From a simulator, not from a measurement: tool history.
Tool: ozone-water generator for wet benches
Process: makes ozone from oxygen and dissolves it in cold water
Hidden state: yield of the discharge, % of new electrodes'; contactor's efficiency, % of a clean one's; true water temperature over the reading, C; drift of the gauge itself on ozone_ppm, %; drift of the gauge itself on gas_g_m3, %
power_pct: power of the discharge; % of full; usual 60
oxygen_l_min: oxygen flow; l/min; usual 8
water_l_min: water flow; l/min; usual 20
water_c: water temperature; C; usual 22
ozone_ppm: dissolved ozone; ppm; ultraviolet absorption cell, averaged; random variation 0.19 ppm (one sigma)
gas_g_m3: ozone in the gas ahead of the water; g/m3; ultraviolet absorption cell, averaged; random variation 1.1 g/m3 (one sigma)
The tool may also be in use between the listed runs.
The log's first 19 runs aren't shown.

| run | hour | power_pct | oxygen_l_min | water_l_min | water_c | hours of work since the electrodes were changed | hours of work since the contactor was cleaned | hours of work since the thermometer was calibrated | ozone_ppm | gas_g_m3 |
|---|---|---|---|---|---|---|---|---|---|---|
| 20 | 490.2 | 60 | 8 | 31 | 22 | 1321 | 2799 | 3874 | 20.4 | 185.9 |
| 21 | 516.1 | 60 | 8 | 31 | 22 | 1344 | 2822 | 3897 | 20.3 | 183.6 |
| 22 | 546.8 | 75 | 5.95 | 15 | 17 | 1370 | 2848 | 3923 | 39.7 | 249.1 |
| 23 | 565.8 | 62 | 7.1 | 15 | 22 | 1386 | 2864 | 3939 | 31.8 | 201.9 |
| 24 | 599.3 | 50 | 8 | 19 | 28 | 1415 | 2893 | 3968 | 21.5 | 168.8 |
| 25 | 619.6 | 60 | 8 | 12 | 22 | 1432 | 2910 | 3985 | 33.5 | 187.1 |
| 26 | 651 | 41 | 7.21 | 23 | 22 | 1459 | 2937 | 4012 | 19.3 | 157.7 |
| 27 | 689.9 | 67 | 8 | 20 | 28 | 1492 | 2970 | 4045 | 25.2 | 199.2 |
| 28 | 717.3 | 66 | 8 | 20 | 28 | 1515 | 2993 | 4068 | 24.9 | 199 |
| 29 | 735.1 | 55 | 9.81 | 13 | 18 | 1530 | 3008 | 4083 | 32.1 | 157.5 |
| 30 | 765.1 | 79 | 13.81 | 12 | 22 | 1556 | 3034 | 4109 | 33.6 | 161.8 |
| 31 | 789.9 | 79 | 13.81 | 12 | 19 | 1577 | 3055 | 4130 | 35.9 | 165.1 |
| 32 | 815.2 | 79 | 13.81 | 12 | 19 | 1599 | 3077 | 4152 | 36.4 | 163.4 |

3 ways to go on from here, each from the tool as it stands after run 32. What would each give?
| A | 833.3 | 41 | 4.6 | 12 | 30 | 1614 | 3092 | 4167 | ? | ? |
| B | 833.3 | 88 | 8 | 18 | 22 | 1614 | 3092 | 4167 | ? | ? |
| C | 833.3 | 60 | 7.79 | 20 | 16 | 1614 | 3092 | 4167 | ? | ? |

| run | ozone_ppm | gas_g_m3 |
|---|---|---|
| A | 24.9 | 202.8 |
| B | 35.6 | 232.3 |
| C | 29.4 | 190.5 |
Without the tool's hidden state the same runs would have given:
| run | ozone_ppm | gas_g_m3 |
|---|---|---|
| A | 25 | 202.8 |
| B | 35.6 | 232.4 |
| C | 29.5 | 190.6 |
